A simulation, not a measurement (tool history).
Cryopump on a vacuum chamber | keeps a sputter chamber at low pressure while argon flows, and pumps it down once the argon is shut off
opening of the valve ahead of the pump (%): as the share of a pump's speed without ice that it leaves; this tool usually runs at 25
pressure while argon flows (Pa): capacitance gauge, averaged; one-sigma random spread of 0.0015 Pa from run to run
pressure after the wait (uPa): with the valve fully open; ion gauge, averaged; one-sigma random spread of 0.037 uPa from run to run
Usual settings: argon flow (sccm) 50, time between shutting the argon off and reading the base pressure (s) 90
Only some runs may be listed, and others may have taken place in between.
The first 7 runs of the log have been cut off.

| run | hour | argon flow (sccm) | time between shutting the argon off and reading the base pressure (s) | opening of the valve ahead of the pump (%) | pressure while argon flows (Pa) | pressure after the wait (uPa) |
|---|---|---|---|---|---|---|
|  | 718.6 | pump warmed up, emptied and cooled again |
| 8 | 729.2 | 23 | 90 | 25 | 0.1674 | 2.58 |
| 9 | 809 | 23 | 90 | 25 | 0.168 | 2.64 |
| 10 | 936.8 | 23 | 90 | 25 | 0.1709 | 2.81 |
| 11 | 998.2 | 50 | 90 | 25 | 0.3715 | 2.82 |
| 12 | 1128.9 | 50 | 90 | 25 | 0.3732 | 2.84 |
| 13 | 1217.4 | 50 | 90 | 25 | 0.3785 | 2.9 |
| 14 | 1295.8 | 50 | 90 | 25 | 0.3791 | 2.94 |
| 15 | 1380.8 | 31 | 90 | 25 | 0.2364 | 3 |
| 16 | 1440.2 | 34 | 90 | 25 | 0.2617 | 3.09 |
| 17 | 1513.1 | 34 | 90 | 25 | 0.2626 | 3.15 |
| 18 | 1590.3 | 99 | 118 | 56 | 0.3697 | 2.72 |
|  | 1602.5 | pump warmed up, emptied and cooled again |
|  | 1604.5 | leaking fittings of the chamber tightened, without venting |
| 19 | 1720.3 | 34 | 42 | 46 | 0.1377 | 4.11 |
| 20 | 1844.1 | 30 | 42 | 17 | 0.3231 | 4.27 |
| 21 | 1973.5 | 62 | 290 | 25 | 0.4649 | 1.13 |
| 22 | 2050 | 62 | 290 | 25 | 0.4683 | 1.11 |
| 23 | 2113.6 | 62 | 290 | 25 | 0.4713 | 1.16 |
| 24 | 2171.3 | 75 | 85 | 17 | 0.8288 | 2.51 |
| 25 | 2262 | 35 | 32 | 25 | 0.2679 | 5.64 |
| 26 | 2368.4 | 50 | 128 | 56 | 0.1882 | 2.01 |
|  | 2485.5 | pump warmed up, emptied and cooled again |
| 27 | 2499.6 | 50 | 128 | 56 | 0.1675 | 1.86 |
| 28 | 2613 | 81 | 47 | 17 | 0.868 | 4.07 |
| 29 | 2699.5 | 99 | 111 | 54 | 0.3543 | 2.2 |
| 30 | 2803.7 | 99 | 111 | 54 | 0.3564 | 2.17 |

The next listed run, before its measurement:
| 31 | 2928.5 | 61 | 134 | 32 | ? | ? |

{"run 31": {"pressure while argon flows (Pa)": 0.3645, "pressure after the wait (uPa)": 2.11}}
With no hidden state in the tool, this same run would have given pressure while argon flows (Pa) 0.3431, pressure after the wait (uPa) 1.53.
